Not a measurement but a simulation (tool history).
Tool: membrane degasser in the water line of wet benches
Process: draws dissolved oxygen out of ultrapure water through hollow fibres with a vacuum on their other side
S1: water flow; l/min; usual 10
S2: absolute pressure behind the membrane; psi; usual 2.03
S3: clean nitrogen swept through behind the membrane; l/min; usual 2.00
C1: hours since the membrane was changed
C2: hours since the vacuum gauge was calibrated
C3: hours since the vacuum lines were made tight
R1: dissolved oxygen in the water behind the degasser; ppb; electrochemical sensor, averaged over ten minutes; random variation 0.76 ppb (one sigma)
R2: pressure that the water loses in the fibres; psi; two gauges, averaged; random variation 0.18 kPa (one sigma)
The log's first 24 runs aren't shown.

run	hour	S1	S2	S3	C1	C2	C3	R1	R2
25	2102.0	12	2.02	2.00	6198	3819	1548	163.8	6.292
26	2186.0	7	1.31	1.51	6282	3903	1632	66.4	3.697
27	2240.1	7	1.55	0.86	6336	3957	1686	145.1	3.710
28	2372.1	7	1.55	0.86	6468	4089	1818	143.7	3.646
29	2474.7	7	4.09	0.86	6570	4191	1921	465.0	3.659
30	2594.1	14	1.46	1.72	6690	4311	2040	156.3	7.252
31	2709.1	9	1.35	5.38	6805	4426	2155	27.7	4.686
32	2837.7	9	1.35	5.38	6933	4554	2284	27.6	4.705

Forecast each of these 4 alternatives for the next run:
A	2902.8	12	1.44	1.59	6999	4619	2349	?	?
B	2902.8	10	2.39	2.50	6999	4619	2349	?	?
C	2902.8	12	2.76	3.80	6999	4619	2349	?	?
D	2902.8	8	1.32	3.90	6999	4619	2349	?	?

run	R1	R2
A	130.0	6.269
B	133.5	5.184
C	131.2	6.250
D	30.7	4.190
Without the tool's hidden state the same runs would have given:
run	R1	R2
A	129.8	6.264
B	133.4	5.179
C	131.1	6.245
D	30.7	4.187
